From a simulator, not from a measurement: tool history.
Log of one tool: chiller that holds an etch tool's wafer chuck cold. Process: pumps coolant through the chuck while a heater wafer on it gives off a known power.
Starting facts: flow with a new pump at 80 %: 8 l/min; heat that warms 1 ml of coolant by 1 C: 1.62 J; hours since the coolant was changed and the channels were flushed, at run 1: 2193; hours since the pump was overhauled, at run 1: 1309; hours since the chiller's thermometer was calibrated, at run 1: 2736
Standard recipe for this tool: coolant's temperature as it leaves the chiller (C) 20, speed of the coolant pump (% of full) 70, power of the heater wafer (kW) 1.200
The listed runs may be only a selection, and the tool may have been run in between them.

| run | hour | coolant's temperature as it leaves the chiller (C) | speed of the coolant pump (% of full) | power of the heater wafer (kW) | hours since the coolant was changed and the channels were flushed | hours since the pump was overhauled | hours since the chiller's thermometer was calibrated | chuck's temperature once it has settled (C) | how much warmer the coolant comes back (C) |
|---|---|---|---|---|---|---|---|---|---|
| 1 | 0.0 | 20 | 70 | 1.200 | 2193 | 1309 | 2736 | 36.1 | 6.79 |
| 2 | 17.8 | 25 | 70 | 1.200 | 2211 | 1327 | 2754 | 41.1 | 6.87 |
| 3 | 46.2 | 25 | 70 | 1.200 | 2239 | 1356 | 2782 | 41.1 | 6.84 |
| 4 | 61.7 | 25 | 70 | 1.200 | 2255 | 1371 | 2797 | 41.1 | 6.87 |
| 5 | 83.6 | 25 | 70 | 1.200 | 2276 | 1393 | 2819 | 41.1 | 6.82 |
| 6 | 108.0 | 20 | 86 | 1.200 | 2301 | 1417 | 2844 | 34.1 | 5.41 |
| 7 | 144.2 | 20 | 86 | 1.200 | 2337 | 1454 | 2880 | 34.0 | 5.46 |
| 8 | 160.6 | 20 | 86 | 1.200 | 2353 | 1470 | 2896 | 34.0 | 5.44 |
| 9 | 185.9 | 20 | 86 | 1.200 | 2379 | 1495 | 2922 | 34.2 | 5.45 |
| 10 | 211.1 | 20 | 86 | 1.200 | 2404 | 1520 | 2947 | 34.3 | 5.47 |
| 11 | 243.3 | 20 | 70 | 1.200 | 2436 | 1553 | 2979 | 36.3 | 6.88 |
| 12 | 261.8 | 20 | 70 | 1.200 | 2455 | 1571 | 2997 | 36.1 | 6.88 |
| 13 | 297.2 | 17 | 70 | 1.200 | 2490 | 1607 | 3033 | 33.5 | 6.96 |
| 14 | 313.6 | 17 | 70 | 1.200 | 2506 | 1623 | 3049 | 33.5 | 6.84 |
| 15 | 335.5 | 20 | 70 | 1.200 | 2528 | 1645 | 3071 | 36.4 | 6.91 |
| 16 | 370.1 | 20 | 70 | 0.820 | 2563 | 1679 | 3106 | 31.4 | 4.73 |
| 17 | 401.5 | 20 | 76 | 0.820 | 2594 | 1711 | 3137 | 30.7 | 4.33 |
| 18 | 424.0 | 22 | 83 | 1.173 | 2617 | 1733 | 3160 | 36.4 | 5.65 |
| 19 | 444.6 | 22 | 83 | 1.173 | 2637 | 1754 | 3180 | 36.3 | 5.63 |
| 20 | 468.0 | 22 | 83 | 1.173 | 2661 | 1777 | 3204 | 36.4 | 5.59 |
| 21 | 501.2 | 20 | 83 | 1.200 | 2694 | 1811 | 3237 | 34.6 | 5.73 |
| 22 | 531.8 | 11 | 61 | 0.750 | 2725 | 1841 | 3267 | 22.7 | 5.05 |
|  | 535.1 | chiller's thermometer calibrated |
| 23 | 555.4 | 17 | 70 | 0.630 | 2747 | 1864 | 20 | 25.5 | 3.64 |
| 24 | 590.0 | 17 | 70 | 0.630 | 2782 | 1898 | 55 | 25.5 | 3.67 |
| 25 | 624.3 | 24 | 62 | 1.362 | 2816 | 1933 | 89 | 44.1 | 9.07 |
| 26 | 661.4 | 24 | 89 | 1.038 | 2853 | 1970 | 126 | 35.8 | 4.60 |
| 27 | 680.0 | 22 | 60 | 0.777 | 2872 | 1988 | 145 | 33.8 | 5.39 |
| 28 | 707.7 | 13 | 76 | 1.287 | 2900 | 2016 | 173 | 29.6 | 6.83 |
| 29 | 742.1 | 16 | 98 | 0.614 | 2934 | 2051 | 207 | 22.5 | 2.46 |
| 30 | 770.0 | 20 | 77 | 0.867 | 2962 | 2078 | 235 | 31.1 | 4.56 |
| 31 | 807.3 | 20 | 70 | 0.821 | 2999 | 2116 | 272 | 31.3 | 4.81 |

How would selected steps in chuck's temperature once it has settled (C) from run to run divide? Give the signed amount a tool lacking its hidden state would still show from settings, what came in and random variation, and the signed amount left for the hidden state, including any gauge scatter that is not in both of the compared results.
The tool's hidden condition here consists of: heat passed by the chuck's channels, % of clean ones'; flow at a given pump speed, % of a new pump's; coolant's true temperature over the reading, C; drift of the gauge itself on chuck_c, C; drift of the gauge itself on warmer_back_c, C.
Run 21 -> 22: coolant's temperature as it leaves the chiller (C) 20 -> 11, speed of the coolant pump (% of full) 83 -> 61, power of the heater wafer (kW) 1.200 -> 0.750. chuck's temperature once it has settled (C) -11.9: hidden state -0.3, all else -11.6.
Run 24 -> 25: coolant's temperature as it leaves the chiller (C) 17 -> 24, speed of the coolant pump (% of full) 70 -> 62, power of the heater wafer (kW) 0.630 -> 1.362. chuck's temperature once it has settled (C) +18.6: hidden state +1.3, all else +17.3.
Run 25 -> 26: speed of the coolant pump (% of full) 62 -> 89, power of the heater wafer (kW) 1.362 -> 1.038. chuck's temperature once it has settled (C) -8.3: hidden state -0.9, all else -7.4.
Run 28 -> 29: coolant's temperature as it leaves the chiller (C) 13 -> 16, speed of the coolant pump (% of full) 76 -> 98, power of the heater wafer (kW) 1.287 -> 0.614. chuck's temperature once it has settled (C) -7.1: hidden state -1.2, all else -5.9.
Run 29 -> 30: coolant's temperature as it leaves the chiller (C) 16 -> 20, speed of the coolant pump (% of full) 98 -> 77, power of the heater wafer (kW) 0.614 -> 0.867. chuck's temperature once it has settled (C) +8.6: hidden state +0.6, all else +8.0.
